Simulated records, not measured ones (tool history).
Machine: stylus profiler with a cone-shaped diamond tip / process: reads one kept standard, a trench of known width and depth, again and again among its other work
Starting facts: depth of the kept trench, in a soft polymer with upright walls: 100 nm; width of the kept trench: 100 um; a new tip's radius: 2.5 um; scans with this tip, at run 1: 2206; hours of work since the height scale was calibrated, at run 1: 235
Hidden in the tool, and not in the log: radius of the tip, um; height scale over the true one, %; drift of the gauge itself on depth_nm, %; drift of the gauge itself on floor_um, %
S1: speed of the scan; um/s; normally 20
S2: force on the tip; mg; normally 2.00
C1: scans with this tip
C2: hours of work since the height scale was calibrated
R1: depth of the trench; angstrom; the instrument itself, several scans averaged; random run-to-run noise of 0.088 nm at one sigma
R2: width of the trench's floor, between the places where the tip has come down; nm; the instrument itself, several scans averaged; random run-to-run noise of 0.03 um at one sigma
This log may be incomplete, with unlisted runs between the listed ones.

run 1 day=0.000 | S1=20 S2=2.00 | C1=2206 C2=235 | R1=1008.2 R2=98310
run 2 day=0.525 | S1=20 S2=1.02 | C1=2277 C2=243 | R1=1006.3 R2=98270
run 3 day=1.371 | S1=20 S2=1.02 | C1=2390 C2=255 | R1=1006.3 R2=98320
run 4 day=2.108 | S1=20 S2=1.02 | C1=2489 C2=266 | R1=1007.1 R2=98250
run 5 day=2.875 | S1=20 S2=2.00 | C1=2593 C2=277 | R1=1009.5 R2=98340
run 6 day=3.379 | S1=20 S2=2.00 | C1=2660 C2=284 | R1=1006.7 R2=98280
run 7 day=3.908 | S1=20 S2=2.00 | C1=2731 C2=291 | R1=1008.0 R2=98270
run 8 day=4.929 | S1=20 S2=2.00 | C1=2868 C2=306 | R1=1008.7 R2=98340
-- day=5.000 height scale calibrated on a step standard
run 9 day=5.704 | S1=20 S2=2.00 | C1=2969 C2=10 | R1=1008.6 R2=98320
run 10 day=6.733 | S1=20 S2=2.00 | C1=3108 C2=25 | R1=1008.4 R2=98310
run 11 day=7.442 | S1=8 S2=5.51 | C1=3203 C2=35 | R1=1016.3 R2=98340
run 12 day=8.171 | S1=8 S2=5.51 | C1=3301 C2=45 | R1=1015.4 R2=98410
run 13 day=8.908 | S1=11 S2=3.14 | C1=3399 C2=56 | R1=1012.0 R2=98390
run 14 day=9.592 | S1=11 S2=3.14 | C1=3491 C2=66 | R1=1011.8 R2=98360
run 15 day=10.229 | S1=62 S2=4.75 | C1=3577 C2=75 | R1=1015.6 R2=98170
run 16 day=11.025 | S1=59 S2=5.74 | C1=3684 C2=86 | R1=1017.8 R2=98210
-- day=11.246 height scale calibrated on a step standard, once more
run 17 day=11.858 | S1=59 S2=5.74 | C1=3793 C2=9 | R1=1013.5 R2=98210
run 18 day=12.367 | S1=10 S2=4.54 | C1=3861 C2=16 | R1=1013.0 R2=98310
run 19 day=12.825 | S1=5 S2=0.71 | C1=3923 C2=23 | R1=1001.9 R2=98370

5 ways to go on from here, each from the tool as it stands after run 19. What would each give?
run A day=13.325 | S1=7 S2=2.00 | C1=3990 C2=30 | R1=? R2=?
run B day=13.325 | S1=32 S2=0.71 | C1=3990 C2=30 | R1=? R2=?
run C day=13.325 | S1=52 S2=0.71 | C1=3990 C2=30 | R1=? R2=?
run D day=13.325 | S1=14 S2=0.87 | C1=3990 C2=30 | R1=? R2=?
run E day=13.325 | S1=7 S2=2.43 | C1=3990 C2=30 | R1=? R2=?

run=A R1=1007.3 R2=98350
run=B R1=1002.6 R2=98090
run=C R1=1003.9 R2=97900
run=D R1=1002.8 R2=98330
run=E R1=1007.3 R2=98420
Without the tool's hidden state the same runs would have given:
run=A R1=1007.9 R2=98570
run=B R1=1003.2 R2=98310
run=C R1=1004.5 R2=98120
run=D R1=1003.4 R2=98550
run=E R1=1007.9 R2=98640
